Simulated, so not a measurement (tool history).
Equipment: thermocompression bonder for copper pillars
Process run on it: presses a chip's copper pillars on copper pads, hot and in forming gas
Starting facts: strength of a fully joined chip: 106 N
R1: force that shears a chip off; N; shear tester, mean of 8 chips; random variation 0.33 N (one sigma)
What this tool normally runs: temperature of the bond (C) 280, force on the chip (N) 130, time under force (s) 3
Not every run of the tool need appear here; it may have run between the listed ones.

{"run": 1, "hour": 0.0, "temperature of the bond (C)": 280, "force on the chip (N)": 130, "time under force (s)": 3, "R1": 43.2}
{"run": 2, "hour": 21.6, "temperature of the bond (C)": 280, "force on the chip (N)": 130, "time under force (s)": 3, "R1": 43.3}
{"run": 3, "hour": 62.2, "temperature of the bond (C)": 280, "force on the chip (N)": 130, "time under force (s)": 3, "R1": 43.3}
{"run": 4, "hour": 115.1, "temperature of the bond (C)": 280, "force on the chip (N)": 130, "time under force (s)": 3, "R1": 42.4}
{"run": 5, "hour": 147.4, "temperature of the bond (C)": 280, "force on the chip (N)": 130, "time under force (s)": 3, "R1": 43.5}
{"run": 6, "hour": 169.1, "temperature of the bond (C)": 280, "force on the chip (N)": 130, "time under force (s)": 3, "R1": 43.1}
{"run": 7, "hour": 198.0, "temperature of the bond (C)": 280, "force on the chip (N)": 80, "time under force (s)": 3, "R1": 26.8}
{"run": 8, "hour": 225.2, "temperature of the bond (C)": 280, "force on the chip (N)": 80, "time under force (s)": 3, "R1": 26.6}
{"run": 9, "hour": 270.0, "temperature of the bond (C)": 280, "force on the chip (N)": 80, "time under force (s)": 8, "R1": 40.0}
{"run": 10, "hour": 301.1, "temperature of the bond (C)": 280, "force on the chip (N)": 80, "time under force (s)": 8, "R1": 40.2}
{"hour": 329.6, "done": "force cell calibrated"}
{"run": 11, "hour": 340.3, "temperature of the bond (C)": 280, "force on the chip (N)": 80, "time under force (s)": 8, "R1": 39.6}
{"run": 12, "hour": 371.2, "temperature of the bond (C)": 280, "force on the chip (N)": 80, "time under force (s)": 8, "R1": 39.7}
{"run": 13, "hour": 400.0, "temperature of the bond (C)": 280, "force on the chip (N)": 80, "time under force (s)": 8, "R1": 39.8}
{"run": 14, "hour": 435.2, "temperature of the bond (C)": 280, "force on the chip (N)": 80, "time under force (s)": 8, "R1": 39.8}
{"run": 15, "hour": 486.9, "temperature of the bond (C)": 280, "force on the chip (N)": 80, "time under force (s)": 8, "R1": 39.6}
{"run": 16, "hour": 513.0, "temperature of the bond (C)": 280, "force on the chip (N)": 80, "time under force (s)": 2, "R1": 21.9}
{"run": 17, "hour": 556.5, "temperature of the bond (C)": 280, "force on the chip (N)": 80, "time under force (s)": 2, "R1": 22.3}
{"run": 18, "hour": 582.7, "temperature of the bond (C)": 280, "force on the chip (N)": 80, "time under force (s)": 2, "R1": 22.5}
{"run": 19, "hour": 608.0, "temperature of the bond (C)": 299, "force on the chip (N)": 152, "time under force (s)": 5, "R1": 70.7}
{"run": 20, "hour": 642.0, "temperature of the bond (C)": 279, "force on the chip (N)": 130, "time under force (s)": 2, "R1": 35.6}
{"hour": 669.8, "done": "forming gas filter changed"}
{"run": 21, "hour": 676.3, "temperature of the bond (C)": 305, "force on the chip (N)": 182, "time under force (s)": 3, "R1": 72.6}
{"run": 22, "hour": 723.6, "temperature of the bond (C)": 280, "force on the chip (N)": 112, "time under force (s)": 2, "R1": 32.2}
{"run": 23, "hour": 765.9, "temperature of the bond (C)": 280, "force on the chip (N)": 112, "time under force (s)": 2, "R1": 31.7}
{"run": 24, "hour": 788.3, "temperature of the bond (C)": 258, "force on the chip (N)": 94, "time under force (s)": 3, "R1": 22.8}
{"run": 25, "hour": 840.6, "temperature of the bond (C)": 276, "force on the chip (N)": 83, "time under force (s)": 3, "R1": 26.1}
{"run": 26, "hour": 874.2, "temperature of the bond (C)": 283, "force on the chip (N)": 130, "time under force (s)": 5, "R1": 53.9}
{"run": 27, "hour": 927.4, "temperature of the bond (C)": 283, "force on the chip (N)": 130, "time under force (s)": 5, "R1": 53.7}
{"hour": 956.3, "done": "heater calibrated with a thermocouple chip"}
{"run": 28, "hour": 973.6, "temperature of the bond (C)": 283, "force on the chip (N)": 130, "time under force (s)": 5, "R1": 53.2}
{"run": 29, "hour": 998.6, "temperature of the bond (C)": 280, "force on the chip (N)": 125, "time under force (s)": 3, "R1": 41.6}
{"run": 30, "hour": 1026.2, "temperature of the bond (C)": 308, "force on the chip (N)": 175, "time under force (s)": 3, "R1": 72.6}
{"run": 31, "hour": 1069.9, "temperature of the bond (C)": 256, "force on the chip (N)": 130, "time under force (s)": 2, "R1": 25.9}
{"run": 32, "hour": 1116.4, "temperature of the bond (C)": 272, "force on the chip (N)": 130, "time under force (s)": 3, "R1": 39.0}
{"run": 33, "hour": 1146.6, "temperature of the bond (C)": 294, "force on the chip (N)": 141, "time under force (s)": 2, "R1": 47.5}

Below are 4 alternative next runs, each starting from the tool's condition after run 33. Predict each:
{"run": "A", "hour": 1168.7, "temperature of the bond (C)": 254, "force on the chip (N)": 107, "time under force (s)": 3, "R1": "?"}
{"run": "B", "hour": 1168.7, "temperature of the bond (C)": 285, "force on the chip (N)": 162, "time under force (s)": 9, "R1": "?"}
{"run": "C", "hour": 1168.7, "temperature of the bond (C)": 271, "force on the chip (N)": 169, "time under force (s)": 2, "R1": "?"}
{"run": "D", "hour": 1168.7, "temperature of the bond (C)": 294, "force on the chip (N)": 172, "time under force (s)": 2, "R1": "?"}

run=A R1=24.2
run=B R1=77.1
run=C R1=42.6
run=D R1=56.3
Stripped of hidden state, with their random variation kept, the same runs would have yielded:
run=A R1=24.2
run=B R1=77.1
run=C R1=42.6
run=D R1=56.3
